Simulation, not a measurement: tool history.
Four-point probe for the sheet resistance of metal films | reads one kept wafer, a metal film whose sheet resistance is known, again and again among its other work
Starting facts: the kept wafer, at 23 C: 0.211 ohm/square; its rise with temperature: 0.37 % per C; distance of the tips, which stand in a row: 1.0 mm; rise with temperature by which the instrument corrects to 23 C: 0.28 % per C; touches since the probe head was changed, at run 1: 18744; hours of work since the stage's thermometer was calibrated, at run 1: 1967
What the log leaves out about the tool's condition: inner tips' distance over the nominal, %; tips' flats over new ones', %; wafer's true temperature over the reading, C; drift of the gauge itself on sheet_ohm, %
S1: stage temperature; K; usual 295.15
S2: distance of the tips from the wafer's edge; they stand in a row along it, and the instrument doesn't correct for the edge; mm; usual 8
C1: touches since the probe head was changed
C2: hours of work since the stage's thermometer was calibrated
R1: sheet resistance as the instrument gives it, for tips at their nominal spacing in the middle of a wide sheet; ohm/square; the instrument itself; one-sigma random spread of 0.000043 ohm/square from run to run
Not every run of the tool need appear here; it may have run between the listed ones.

run,hour,S1,S2,C1,C2,R1
1,0.0,295.15,8,18744,1967,0.212572
2,58.7,307.15,8,20731,1995,0.214699
3,144.8,307.15,8,23647,2036,0.214760
4,195.8,307.15,8,25375,2060,0.214808
5,281.2,295.15,12,28264,2101,0.211611
6,380.4,295.15,12,31622,2148,0.211685
7,478.0,295.15,12,34928,2195,0.211567
8,528.6,295.15,8,36640,2219,0.212600
9,607.4,295.15,4,39311,2257,0.217684
10,688.0,295.15,4,42037,2295,0.217742
11,805.5,295.15,30,46016,2351,0.210904
12,854.9,295.15,8,47688,2375,0.212603
13,934.8,295.15,8,50396,2413,0.212620
14,1043.1,295.15,8,54062,2464,0.212556
15,1126.9,307.15,8,56899,2504,0.214748
16,1231.0,307.15,57,60425,2554,0.213047
17,1292.3,295.15,8,62498,2583,0.212569
18,1381.2,304.15,8,65511,2625,0.214268
19,1472.7,304.15,8,68608,2669,0.214249
20,1532.6,304.15,8,70636,2698,0.214142
21,1600.2,295.15,15,72925,2730,0.211342
# hour 1684.6: stage's thermometer calibrated
22,1684.6,295.15,15,75764,0,0.211281
23,1785.5,296.15,14,79182,48,0.211536
24,1862.3,299.15,7,81781,85,0.213851
25,1959.5,299.15,64,85074,131,0.211584
26,2060.4,293.15,3,88488,179,0.222276
27,2159.5,303.15,23,91845,226,0.212532
28,2276.8,303.15,23,95816,282,0.212480
29,2374.0,292.15,30,99105,329,0.210414
30,2455.6,292.15,43,101868,367,0.210245
31,2531.6,308.15,16,104443,404,0.213591
32,2651.1,295.15,64,108488,461,0.210795
33,2722.5,295.15,64,110907,495,0.210847
34,2844.4,306.15,23,115033,553,0.213071
35,2906.4,306.15,23,117134,582,0.213035
36,2963.8,297.15,5,119077,610,0.215654
37,3040.0,297.15,5,121655,646,0.215613
38,3146.9,298.15,21,125274,697,0.211651
39,3202.3,292.15,13,127150,723,0.210962
40,3252.1,297.15,18,128838,747,0.211557
41,3355.0,305.15,8,132322,796,0.214426
42,3407.6,305.15,8,134102,821,0.214356
43,3500.2,305.15,8,137238,865,0.214348
44,3576.9,305.15,8,139835,902,0.214345

Describe how what the log doesn't record of the tool's condition differs between the last listed run preceding each entry between runs and the first listed run following it.
Between runs 21 and 22: stage's thermometer calibrated (hour 1684.6)
  inner tips' distance over the nominal, %: 0.001 -> 0.002; wafer's true temperature over the reading, C: 0.01 -> 0
